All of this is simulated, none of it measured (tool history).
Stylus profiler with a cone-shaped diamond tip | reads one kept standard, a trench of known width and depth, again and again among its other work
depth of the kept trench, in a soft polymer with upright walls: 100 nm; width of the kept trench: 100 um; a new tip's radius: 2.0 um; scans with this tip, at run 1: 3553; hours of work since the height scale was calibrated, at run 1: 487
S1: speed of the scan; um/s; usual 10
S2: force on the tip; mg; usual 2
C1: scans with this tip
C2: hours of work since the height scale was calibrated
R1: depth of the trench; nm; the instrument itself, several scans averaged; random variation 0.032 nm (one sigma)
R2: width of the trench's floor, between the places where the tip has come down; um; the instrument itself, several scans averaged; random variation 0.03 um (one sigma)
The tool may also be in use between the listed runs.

run   hour  S1    S2    C1   C2      R1     R2
  1      0  10     2  3553  487  100.86  98.53
  2   36.6  10     2  3665  503  100.79  98.48
  3   56.9  10  2.03  3727  511  100.82   98.5
  4   79.6  10  2.03  3797  521  100.82  98.53
  5  103.7  10  2.03  3870  531  100.81  98.54
  6  126.7  10  2.03  3941  541   100.8  98.49
  7  165.5  10  2.03  4060  557  100.78  98.48
  8  197.4  10  2.03  4157  570  100.77  98.53
  9  223.4  10  2.03  4237  581  100.82  98.47
 10  251.2  10  2.03  4322  593  100.81  98.51
 11  290.8  10  1.76  4443  610  100.76  98.46
 12  309.6  10  1.76  4501  617  100.78  98.44
 13  344.3  10  1.76  4607  632  100.71  98.47
 14  377.9  10  1.85  4710  646  100.82  98.43
 15  398.8   8  2.54  4774  655  101.02  98.46
 16  421.1   8  2.54  4842  664  100.93  98.45
 17  449.9   8  2.54  4931  676  100.94  98.45
 18  481.4  32  1.01  5027  690  100.61  98.25
 19  510.4  15  4.46  5116  702  101.24  98.44
 20  540.6   9  1.19  5209  715  100.67  98.49
 21  576.9   4  2.15  5320  730  100.87  98.41
 22  596.3  27  2.91  5379  738     101  98.37
 23  616.6  10  3.41  5441  746  101.07  98.44
 24  652.6   3  0.89  5552  762  100.57  98.47
 25    677   8  1.67  5626  772  100.82  98.46
 26  700.8   2  1.13  5699  782   100.7  98.49
 27  722.1   4   5.6  5764  791  101.43  98.49

Hidden state or all else? Some run-to-run changes of R1, split into what the settings, what came in and random variation would give without the hidden state, and what is left for the hidden state (with any gauge scatter that isn't in both results):
The hidden state here: radius of the tip, um; height scale over the true one, %; drift of the gauge itself on depth_nm, %; drift of the gauge itself on floor_um, %.
Run 3 -> 4: no setting changed, nothing entered. R1 +0 nm: hidden state +0.01, all else -0.01.
Run 6 -> 7: no setting changed, nothing entered. R1 -0.02 nm: hidden state +0.01, all else -0.03.
Run 18 -> 19: S1 32 -> 15, S2 1.01 -> 4.46. R1 +0.63 nm: hidden state +0, all else +0.63.
Run 26 -> 27: S1 2 -> 4, S2 1.13 -> 5.6. R1 +0.73 nm: hidden state +0.01, all else +0.72.
